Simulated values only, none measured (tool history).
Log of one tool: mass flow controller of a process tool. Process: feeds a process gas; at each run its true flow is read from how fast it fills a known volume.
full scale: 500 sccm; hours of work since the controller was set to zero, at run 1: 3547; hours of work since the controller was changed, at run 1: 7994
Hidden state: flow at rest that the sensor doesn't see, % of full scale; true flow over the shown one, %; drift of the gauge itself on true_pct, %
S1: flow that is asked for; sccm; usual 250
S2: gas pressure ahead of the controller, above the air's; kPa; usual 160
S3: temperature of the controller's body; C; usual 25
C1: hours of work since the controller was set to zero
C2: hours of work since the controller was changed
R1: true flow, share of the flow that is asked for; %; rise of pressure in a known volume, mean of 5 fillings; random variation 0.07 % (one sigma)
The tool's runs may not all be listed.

{"run": 1, "hour": 0.0, "S1": 250, "S2": 160, "S3": 25, "C1": 3547, "C2": 7994, "R1": 98.5}
{"run": 2, "hour": 287.3, "S1": 250, "S2": 160, "S3": 25, "C1": 3745, "C2": 8192, "R1": 98.6}
{"run": 3, "hour": 568.1, "S1": 250, "S2": 160, "S3": 25, "C1": 3937, "C2": 8385, "R1": 98.79}
{"run": 4, "hour": 783.4, "S1": 474, "S2": 160, "S3": 25, "C1": 4085, "C2": 8533, "R1": 99.79}
{"hour": 960.1, "done": "controller's zero set anew"}
{"run": 5, "hour": 1046.3, "S1": 250, "S2": 160, "S3": 39, "C1": 59, "C2": 8713, "R1": 99.95}
{"run": 6, "hour": 1212.0, "S1": 250, "S2": 160, "S3": 39, "C1": 173, "C2": 8827, "R1": 99.96}
{"run": 7, "hour": 1467.5, "S1": 250, "S2": 160, "S3": 39, "C1": 349, "C2": 9002, "R1": 100.02}
{"run": 8, "hour": 1604.3, "S1": 250, "S2": 160, "S3": 33, "C1": 442, "C2": 9096, "R1": 99.55}
{"run": 9, "hour": 1810.4, "S1": 210, "S2": 160, "S3": 25, "C1": 584, "C2": 9238, "R1": 98.71}
{"run": 10, "hour": 1979.3, "S1": 210, "S2": 160, "S3": 25, "C1": 700, "C2": 9354, "R1": 98.73}
{"run": 11, "hour": 2207.2, "S1": 250, "S2": 160, "S3": 25, "C1": 857, "C2": 9510, "R1": 98.92}
{"run": 12, "hour": 2509.0, "S1": 250, "S2": 160, "S3": 25, "C1": 1064, "C2": 9718, "R1": 99.07}
{"run": 13, "hour": 2696.7, "S1": 250, "S2": 160, "S3": 25, "C1": 1193, "C2": 9847, "R1": 99.14}
{"run": 14, "hour": 2989.9, "S1": 250, "S2": 160, "S3": 25, "C1": 1394, "C2": 10048, "R1": 99.24}
{"run": 15, "hour": 3194.7, "S1": 250, "S2": 160, "S3": 25, "C1": 1535, "C2": 10189, "R1": 99.02}
{"run": 16, "hour": 3338.0, "S1": 250, "S2": 237, "S3": 25, "C1": 1634, "C2": 10287, "R1": 99.53}
{"run": 17, "hour": 3492.1, "S1": 250, "S2": 237, "S3": 25, "C1": 1739, "C2": 10393, "R1": 99.45}
{"run": 18, "hour": 3620.5, "S1": 250, "S2": 261, "S3": 39, "C1": 1828, "C2": 10481, "R1": 100.71}
{"run": 19, "hour": 3793.5, "S1": 50, "S2": 277, "S3": 32, "C1": 1946, "C2": 10600, "R1": 99.22}
{"run": 20, "hour": 4023.0, "S1": 124, "S2": 166, "S3": 31, "C1": 2104, "C2": 10758, "R1": 99.24}
{"run": 21, "hour": 4200.0, "S1": 337, "S2": 155, "S3": 34, "C1": 2226, "C2": 10879, "R1": 100.47}
{"run": 22, "hour": 4462.1, "S1": 117, "S2": 168, "S3": 34, "C1": 2406, "C2": 11059, "R1": 99.58}
{"run": 23, "hour": 4647.2, "S1": 158, "S2": 168, "S3": 40, "C1": 2533, "C2": 11187, "R1": 100.25}
{"run": 24, "hour": 4829.2, "S1": 220, "S2": 184, "S3": 38, "C1": 2658, "C2": 11312, "R1": 100.31}
{"run": 25, "hour": 5002.0, "S1": 220, "S2": 184, "S3": 38, "C1": 2777, "C2": 11430, "R1": 100.64}
{"run": 26, "hour": 5298.4, "S1": 220, "S2": 145, "S3": 35, "C1": 2980, "C2": 11634, "R1": 100.15}
{"hour": 5359.6, "done": "gauge calibrated"}
{"hour": 5429.9, "done": "controller exchanged for a calibrated one"}
{"run": 27, "hour": 5480.0, "S1": 224, "S2": 278, "S3": 30, "C1": 34, "C2": 34, "R1": 99.27}
{"run": 28, "hour": 5651.2, "S1": 224, "S2": 207, "S3": 30, "C1": 152, "C2": 152, "R1": 99.12}
{"run": 29, "hour": 5829.6, "S1": 224, "S2": 207, "S3": 30, "C1": 275, "C2": 275, "R1": 98.93}
{"run": 30, "hour": 6106.1, "S1": 131, "S2": 143, "S3": 25, "C1": 465, "C2": 465, "R1": 98.07}
{"run": 31, "hour": 6308.1, "S1": 250, "S2": 167, "S3": 38, "C1": 603, "C2": 603, "R1": 99.89}
{"run": 32, "hour": 6615.7, "S1": 158, "S2": 154, "S3": 30, "C1": 815, "C2": 815, "R1": 98.79}
{"run": 33, "hour": 6862.7, "S1": 70, "S2": 160, "S3": 31, "C1": 984, "C2": 984, "R1": 98.46}

Forecast each of these 5 alternatives for the next run:
{"run": "A", "hour": 7083.3, "S1": 70, "S2": 172, "S3": 31, "C1": 1136, "C2": 1136, "R1": "?"}
{"run": "B", "hour": 7083.3, "S1": 70, "S2": 252, "S3": 32, "C1": 1136, "C2": 1136, "R1": "?"}
{"run": "C", "hour": 7083.3, "S1": 250, "S2": 204, "S3": 29, "C1": 1136, "C2": 1136, "R1": "?"}
{"run": "D", "hour": 7083.3, "S1": 70, "S2": 240, "S3": 24, "C1": 1136, "C2": 1136, "R1": "?"}
{"run": "E", "hour": 7083.3, "S1": 183, "S2": 231, "S3": 20, "C1": 1136, "C2": 1136, "R1": "?"}

run=A R1=98.48
run=B R1=98.87
run=C R1=99.33
run=D R1=98.09
run=E R1=98.41
Without the tool's hidden state the same runs would have given:
run=A R1=98.15
run=B R1=98.54
run=C R1=99.00
run=D R1=97.76
run=E R1=98.09
